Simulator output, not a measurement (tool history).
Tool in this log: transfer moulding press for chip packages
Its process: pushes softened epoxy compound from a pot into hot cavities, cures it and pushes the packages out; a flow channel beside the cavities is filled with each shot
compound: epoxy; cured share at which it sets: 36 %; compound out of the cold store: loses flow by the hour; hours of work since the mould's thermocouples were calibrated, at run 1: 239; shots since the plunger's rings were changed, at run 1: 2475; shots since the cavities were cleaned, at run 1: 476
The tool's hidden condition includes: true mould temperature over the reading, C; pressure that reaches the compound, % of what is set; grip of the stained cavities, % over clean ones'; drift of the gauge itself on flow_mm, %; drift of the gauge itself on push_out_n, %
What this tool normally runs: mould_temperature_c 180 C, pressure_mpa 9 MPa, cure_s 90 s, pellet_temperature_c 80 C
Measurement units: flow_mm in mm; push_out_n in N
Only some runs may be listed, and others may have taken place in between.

run,hour,mould_temperature_c,pressure_mpa,cure_s,pellet_temperature_c,hours of work since the mould's thermocouples were calibrated,shots since the plunger's rings were changed,shots since the cavities were cleaned,incoming compound's hours out of the cold store,flow_mm,push_out_n
1,0,180,9,90,80,239,2475,476,21.1,960,432
# hour 25.3: cavities cleaned with cleaning compound and waxed
2,27.6,180,9,90,80,253,2755,25,13.1,975,421
3,82.5,180,9,90,80,282,3346,616,10.2,970,422
# hour 96.2: cavities cleaned with cleaning compound and waxed
4,116.6,178,9,90,80,300,3695,219,38.6,912,459
5,161.4,178,9,90,80,324,4177,701,18.9,967,463
# hour 165.7: cavities cleaned with cleaning compound and waxed
# hour 177.3: mould's thermocouples calibrated
# hour 192.1: plunger's sealing rings changed
6,211,178,9,90,80,17,203,438,23.3,959,480
# hour 241.2: cavities cleaned with cleaning compound and waxed
7,271.9,180,9,90,80,49,842,331,33.8,927,399
8,304,180,9,90,80,66,1186,675,41.6,916,397
# hour 310.9: cavities cleaned with cleaning compound and waxed
9,336.3,180,9,90,80,82,1517,273,29.3,919,423
10,368.7,180,9,90,80,100,1865,621,44.6,901,418
# hour 382.5: cavities cleaned with cleaning compound and waxed
11,405,186,9,90,80,118,2239,242,29,892,324
12,435.9,180,7.14,90,80,135,2571,574,10.1,863,423
# hour 455.7: cavities cleaned with cleaning compound and waxed
13,484.8,180,10.03,90,80,160,3080,312,42.1,960,407
14,516.1,180,8.53,90,87,177,3416,648,37.2,895,407
# hour 528.8: cavities cleaned with cleaning compound and waxed
15,554,180,8.52,90,87,197,3808,271,41.8,871,418
16,583.5,180,7.74,90,87,212,4124,587,27,877,425
# hour 600.1: cavities cleaned with cleaning compound and waxed
# hour 617.5: plunger's sealing rings changed
17,618.6,180,9.98,90,87,229,11,171,34.2,968,413
# hour 674.3: cavities cleaned with cleaning compound and waxed
18,675.5,185,8.56,79,87,259,606,13,46.3,868,378
19,722.5,184,8.56,75,76,284,1112,519,30.8,873,459
# hour 744.7: cavities cleaned with cleaning compound and waxed
20,775.4,184,8.56,75,76,312,1664,330,36.6,885,452
# hour 814.5: mould's thermocouples calibrated
# hour 816: cavities cleaned with cleaning compound and waxed
21,820.8,184,8.56,75,76,3,2114,52,36.6,874,447
22,868.7,184,8.56,75,76,28,2629,567,14.9,919,463
# hour 886.7: cavities cleaned with cleaning compound and waxed
23,895.1,184,8.56,75,76,42,2896,90,13.5,908,470
# hour 956: cavities cleaned with cleaning compound and waxed
24,956,175,8.56,75,87,73,3535,0,10.1,988,955
25,1014.7,175,8.56,80,85,105,4165,630,37.3,911,747
# hour 1027.7: cavities cleaned with cleaning compound and waxed
# hour 1043.5: plunger's sealing rings changed
26,1043.5,175,8.56,80,85,118,0,144,22.5,948,796

Describe how what the log doesn't record of the tool's condition differs between the last listed run preceding each entry between runs and the first listed run following it.
Logged between run 1 and run 2: cavities cleaned with cleaning compound and waxed (hour 25.3)
  pressure that reaches the compound, % of what is set: 99.89 -> 99.87; grip of the stained cavities, % over clean ones': 0.7 -> 0.1
Logged between run 3 and run 4: cavities cleaned with cleaning compound and waxed (hour 96.2)
  true mould temperature over the reading, C: 0 -> 0.01; pressure that reaches the compound, % of what is set: 99.85 -> 99.83; grip of the stained cavities, % over clean ones': 0.8 -> 0.5
Logged between run 5 and run 6: cavities cleaned with cleaning compound and waxed (hour 165.7); mould's thermocouples calibrated (hour 177.3); plunger's sealing rings changed (hour 192.1)
  pressure that reaches the compound, % of what is set: 99.81 -> 99.98; grip of the stained cavities, % over clean ones': 0.9 -> 0.7
Logged between run 6 and run 7: cavities cleaned with cleaning compound and waxed (hour 241.2)
  pressure that reaches the compound, % of what is set: 99.98 -> 99.95; grip of the stained cavities, % over clean ones': 0.7 -> 0.6
Logged between run 8 and run 9: cavities cleaned with cleaning compound and waxed (hour 310.9)
  pressure that reaches the compound, % of what is set: 99.94 -> 99.92; grip of the stained cavities, % over clean ones': 0.8 -> 0.6
Logged between run 10 and run 11: cavities cleaned with cleaning compound and waxed (hour 382.5)
  pressure that reaches the compound, % of what is set: 99.91 -> 99.89; grip of the stained cavities, % over clean ones': 0.8 -> 0.5
Logged between run 12 and run 13: cavities cleaned with cleaning compound and waxed (hour 455.7)
  pressure that reaches the compound, % of what is set: 99.88 -> 99.85; grip of the stained cavities, % over clean ones': 0.8 -> 0.6
Logged between run 14 and run 15: cavities cleaned with cleaning compound and waxed (hour 528.8)
  pressure that reaches the compound, % of what is set: 99.84 -> 99.82; grip of the stained cavities, % over clean ones': 0.9 -> 0.6
Logged between run 16 and run 17: cavities cleaned with cleaning compound and waxed (hour 600.1); plunger's sealing rings changed (hour 617.5)
  pressure that reaches the compound, % of what is set: 99.81 -> 100; grip of the stained cavities, % over clean ones': 0.8 -> 0.4
Logged between run 17 and run 18: cavities cleaned with cleaning compound and waxed (hour 674.3)
  true mould temperature over the reading, C: 0.01 -> 0.02; pressure that reaches the compound, % of what is set: 100 -> 99.97; grip of the stained cavities, % over clean ones': 0.4 -> 0.1
Logged between run 19 and run 20: cavities cleaned with cleaning compound and waxed (hour 744.7)
  pressure that reaches the compound, % of what is set: 99.95 -> 99.92; grip of the stained cavities, % over clean ones': 0.8 -> 0.6
Logged between run 20 and run 21: mould's thermocouples calibrated (hour 814.5); cavities cleaned with cleaning compound and waxed (hour 816)
  true mould temperature over the reading, C: 0.02 -> 0; pressure that reaches the compound, % of what is set: 99.92 -> 99.9; grip of the stained cavities, % over clean ones': 0.6 -> 0.2
Logged between run 22 and run 23: cavities cleaned with cleaning compound and waxed (hour 886.7)
  pressure that reaches the compound, % of what is set: 99.88 -> 99.87; grip of the stained cavities, % over clean ones': 0.8 -> 0.3
Logged between run 23 and run 24: cavities cleaned with cleaning compound and waxed (hour 956)
  pressure that reaches the compound, % of what is set: 99.87 -> 99.84; grip of the stained cavities, % over clean ones': 0.3 -> 0
Logged between run 25 and run 26: cavities cleaned with cleaning compound and waxed (hour 1027.7); plunger's sealing rings changed (hour 1043.5)
  pressure that reaches the compound, % of what is set: 99.81 -> 100; grip of the stained cavities, % over clean ones': 0.8 -> 0.4
